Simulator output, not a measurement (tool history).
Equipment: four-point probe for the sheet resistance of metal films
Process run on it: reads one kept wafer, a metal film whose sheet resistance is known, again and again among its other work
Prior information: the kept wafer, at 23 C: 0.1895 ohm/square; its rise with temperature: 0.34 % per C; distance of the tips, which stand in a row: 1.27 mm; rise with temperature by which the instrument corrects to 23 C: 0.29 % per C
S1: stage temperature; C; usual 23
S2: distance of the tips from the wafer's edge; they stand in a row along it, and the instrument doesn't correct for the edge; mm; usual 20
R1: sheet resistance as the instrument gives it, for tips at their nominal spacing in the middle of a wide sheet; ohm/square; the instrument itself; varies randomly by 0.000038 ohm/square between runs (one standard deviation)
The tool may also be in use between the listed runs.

run 1 day=0.000 | S1=23 S2=20 | R1=0.189916
run 2 day=1.821 | S1=23 S2=20 | R1=0.189884
run 3 day=3.642 | S1=30 S2=20 | R1=0.190528
run 4 day=5.929 | S1=23 S2=8 | R1=0.192003
run 5 day=8.625 | S1=20 S2=20 | R1=0.189666
run 6 day=11.275 | S1=20 S2=20 | R1=0.189657
run 7 day=13.275 | S1=23 S2=20 | R1=0.189922
run 8 day=16.367 | S1=29 S2=20 | R1=0.190419
run 9 day=19.204 | S1=23 S2=20 | R1=0.189904
run 10 day=22.104 | S1=23 S2=20 | R1=0.189891
run 11 day=24.221 | S1=23 S2=20 | R1=0.189874
run 12 day=27.233 | S1=23 S2=20 | R1=0.189926
run 13 day=29.208 | S1=23 S2=20 | R1=0.189955
run 14 day=31.779 | S1=23 S2=20 | R1=0.189970
run 15 day=33.579 | S1=23 S2=20 | R1=0.189897
run 16 day=36.858 | S1=23 S2=20 | R1=0.189940
run 17 day=39.871 | S1=19 S2=20 | R1=0.189598
run 18 day=42.438 | S1=29 S2=20 | R1=0.190451
run 19 day=44.658 | S1=29 S2=20 | R1=0.190439
run 20 day=46.492 | S1=29 S2=20 | R1=0.190436
run 21 day=48.350 | S1=29 S2=20 | R1=0.190460
run 22 day=50.942 | S1=28 S2=6 | R1=0.194451
run 23 day=52.425 | S1=20 S2=3 | R1=0.205736
run 24 day=55.346 | S1=31 S2=39 | R1=0.190210
run 25 day=57.825 | S1=31 S2=39 | R1=0.190201
run 26 day=60.367 | S1=23 S2=6 | R1=0.193965
run 27 day=62.162 | S1=23 S2=6 | R1=0.193956
run 28 day=64.638 | S1=24 S2=8 | R1=0.192149
run 29 day=66.775 | S1=24 S2=8 | R1=0.192062
run 30 day=69.254 | S1=30 S2=14 | R1=0.190879
run 31 day=72.371 | S1=21 S2=14 | R1=0.190227
run 32 day=74.400 | S1=29 S2=17 | R1=0.190527
run 33 day=77.421 | S1=19 S2=25 | R1=0.189356
-- day=77.883 new probe head fitted
run 34 day=79.858 | S1=19 S2=25 | R1=0.189432
run 35 day=82.225 | S1=19 S2=25 | R1=0.189435

Estimate the outcome of run 36 from the log above:
run 36 day=85.508 | S1=22 S2=20 | R1=?

For run 36 the tool returned R1 0.189853 ohm/square.
With no hidden state in the tool, this same run would have given R1 0.189850 ohm/square.

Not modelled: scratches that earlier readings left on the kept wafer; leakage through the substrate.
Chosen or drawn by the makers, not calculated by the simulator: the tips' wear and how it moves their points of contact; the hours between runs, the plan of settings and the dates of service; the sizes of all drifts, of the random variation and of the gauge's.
